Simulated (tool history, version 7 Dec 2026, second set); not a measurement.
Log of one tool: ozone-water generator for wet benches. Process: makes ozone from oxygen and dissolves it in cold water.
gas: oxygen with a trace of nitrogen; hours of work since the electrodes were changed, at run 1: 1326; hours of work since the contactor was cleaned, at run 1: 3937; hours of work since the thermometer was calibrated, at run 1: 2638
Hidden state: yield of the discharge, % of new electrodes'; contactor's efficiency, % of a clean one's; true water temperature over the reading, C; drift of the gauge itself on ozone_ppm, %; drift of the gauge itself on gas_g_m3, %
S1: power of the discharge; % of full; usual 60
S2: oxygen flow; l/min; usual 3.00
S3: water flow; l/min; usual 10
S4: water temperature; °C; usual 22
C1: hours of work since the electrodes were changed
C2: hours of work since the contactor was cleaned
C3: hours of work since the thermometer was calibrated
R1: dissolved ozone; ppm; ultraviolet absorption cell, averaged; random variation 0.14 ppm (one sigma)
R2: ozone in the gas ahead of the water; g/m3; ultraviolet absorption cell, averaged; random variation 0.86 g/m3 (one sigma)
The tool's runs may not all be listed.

run    hour  S1    S2  S3  S4    C1    C2    C3    R1     R2
  1     0.0  60  3.00  10  22  1326  3937  2638  15.5  135.9
  2    43.2  60  3.00  10  22  1363  3974  2675  15.4  136.7
  3    88.3  60  3.00  10  22  1402  4013  2714  15.5  137.8
  4   134.1  60  3.00  10  22  1441  4053  2753  15.3  137.0
  5   189.0  60  3.00  10  21  1488  4100  2801  15.8  136.6
  6   214.9  60  3.00  10  21  1511  4122  2823  15.8  138.4
  7   240.4  60  3.00  10  21  1532  4144  2845  15.7  136.3
  8   292.7  60  3.00  10  21  1577  4189  2890  15.5  136.2
  9   347.2  70  3.00  10  22  1624  4236  2937  16.9  152.4
 10   390.7  70  3.00  10  22  1662  4273  2974  17.1  150.7
 11   422.5  70  3.00  10  22  1689  4300  3001  17.0  151.6
 12   460.1  70  4.87  10  22  1721  4333  3034  15.0  109.5
 13   485.6  70  4.87  10  22  1743  4355  3055  15.0  108.3
 14   519.7  70  4.87  10  22  1772  4384  3085  15.0  109.9
 15   575.1  60  3.00  15  22  1820  4431  3132  10.9  137.3
 16   609.8  60  3.00  10  22  1850  4461  3162  15.4  135.9
 17   664.7  60  3.00  10  22  1897  4508  3209  15.0  136.6
 18   727.7  60  3.00  10  22  1951  4563  3263  15.3  135.1
 19   766.6  56  3.00   7  20  1985  4596  3297  19.1  129.6
 20   819.3  56  3.00   7  20  2030  4641  3342  18.9  130.7
 21   845.0  88  2.36   7  20  2052  4663  3364  26.6  203.4
 22   870.5  64  2.22   7  20  2074  4685  3386  21.9  171.3
 23   914.1  60  3.00  10  21  2111  4723  3424  15.6  135.6
 24   967.3  60  2.06  10  21  2157  4768  3469  16.1  172.5
 25  1005.3  60  2.06  10  21  2190  4801  3502  16.2  173.3
     1014.7  -- water thermometer calibrated
 26  1032.9  48  4.87   8  22  2213  4824    16  13.4   84.2
 27  1076.3  58  3.00  10  22  2250  4862    53  14.9  130.7
 28  1115.6  63  3.54  11  19  2284  4895    87  14.9  124.5
 29  1156.3  60  3.00  10  16  2319  4930   122  16.6  134.8
 30  1211.7  60  3.00  10  19  2367  4978   169  15.9  134.8
 31  1254.5  95  3.92  10  22  2403  5015   206  19.1  149.6
 32  1281.6  95  3.92  10  22  2427  5038   229  18.8  151.3
 33  1309.7  62  3.00   8  16  2451  5062   253  20.2  138.2

Hidden state at the last listed run before each entry between runs and at the first one after, where it differs:
Between runs 25 and 26: water thermometer calibrated (hour 1014.7)
  contactor's efficiency, % of a clean one's: 89.9 -> 89.8; true water temperature over the reading, C: 0.21 -> 0.04
  measured less the result without the state, R1: -1.5 -> -1.0 ppm; R2: -7.1 -> -2.9 g/m3
